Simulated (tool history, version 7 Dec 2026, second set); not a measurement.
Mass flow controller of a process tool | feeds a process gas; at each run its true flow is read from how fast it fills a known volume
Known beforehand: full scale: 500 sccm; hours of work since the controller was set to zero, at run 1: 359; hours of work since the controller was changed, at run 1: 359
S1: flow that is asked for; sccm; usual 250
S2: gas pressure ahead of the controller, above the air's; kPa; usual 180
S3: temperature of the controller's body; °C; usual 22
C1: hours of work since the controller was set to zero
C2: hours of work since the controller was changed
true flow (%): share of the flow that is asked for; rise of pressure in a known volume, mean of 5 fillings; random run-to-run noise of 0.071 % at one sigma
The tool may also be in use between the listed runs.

Run 1, day 0: usual settings; C1 359; C2 359. Result: true flow (%) 99.83.
Run 2, day 2.042: usual settings but S3 29 °C; C1 377; C2 377. Result: true flow (%) 99.12.
Run 3, day 3.912: usual settings but S3 29 °C; C1 394; C2 394. Result: true flow (%) 99.22.
Run 4, day 6.5: usual settings but S3 29 °C; C1 417; C2 417. Result: true flow (%) 99.23.
Run 5, day 8.592: usual settings but S3 29 °C; C1 436; C2 436. Result: true flow (%) 99.27.
Run 6, day 11.271: usual settings; C1 460; C2 460. Result: true flow (%) 99.86.
Run 7, day 12.808: usual settings; C1 473; C2 473. Result: true flow (%) 99.85.
Run 8, day 14.917: usual settings; C1 492; C2 492. Result: true flow (%) 99.78.
Run 9, day 17.354: usual settings; C1 514; C2 514. Result: true flow (%) 99.82.
Run 10, day 19.608: usual settings; C1 534; C2 534. Result: true flow (%) 99.82.
Run 11, day 21.246: usual settings; C1 548; C2 548. Result: true flow (%) 99.85.
Run 12, day 24.225: usual settings; C1 575; C2 575. Result: true flow (%) 99.8.
Run 13, day 26.808: usual settings; C1 598; C2 598. Result: true flow (%) 99.93.
Run 14, day 28.271: usual settings; C1 611; C2 611. Result: true flow (%) 99.81.
Run 15, day 29.692: usual settings but S1 381 sccm, S2 146 kPa, S3 21 °C; C1 624; C2 624. Result: true flow (%) 99.86.
Run 16, day 32.458: usual settings but S1 381 sccm, S2 146 kPa, S3 21 °C; C1 648; C2 648. Result: true flow (%) 100.
Run 17, day 35.296: usual settings but S1 72 sccm, S2 167 kPa, S3 21 °C; C1 673; C2 673. Result: true flow (%) 98.92.
Run 18, day 37.917: usual settings but S1 72 sccm, S2 167 kPa, S3 21 °C; C1 697; C2 697. Result: true flow (%) 98.96.
Run 19, day 39.492: usual settings but S1 72 sccm, S2 167 kPa, S3 21 °C; C1 711; C2 711. Result: true flow (%) 98.86.
Run 20, day 41.083: usual settings but S1 273 sccm, S2 252 kPa, S3 33 °C; C1 725; C2 725. Result: true flow (%) 99.36.
Run 21, day 42.796: usual settings but S1 273 sccm, S2 252 kPa, S3 33 °C; C1 740; C2 740. Result: true flow (%) 99.24.
Run 22, day 45.608: usual settings but S1 273 sccm, S2 252 kPa, S3 33 °C; C1 765; C2 765. Result: true flow (%) 99.27.
Run 23, day 47.667: usual settings but S1 273 sccm, S2 252 kPa, S3 33 °C; C1 783; C2 783. Result: true flow (%) 99.35.
Run 24, day 50.225: usual settings but S1 295 sccm, S2 223 kPa, S3 33 °C; C1 806; C2 806. Result: true flow (%) 99.16.
Run 25, day 52.579: usual settings but S1 295 sccm, S2 239 kPa; C1 827; C2 827. Result: true flow (%) 100.3.

For run 26, what comes out?
Run 26, day 55.75: usual settings but S1 90 sccm, S2 170 kPa, S3 24 °C; C1 855; C2 855. Result: true flow (%) ?.

{"run 26": {"true flow (%)": 98.79}}
Without the tool's hidden state the same run would have given true flow (%) 99.
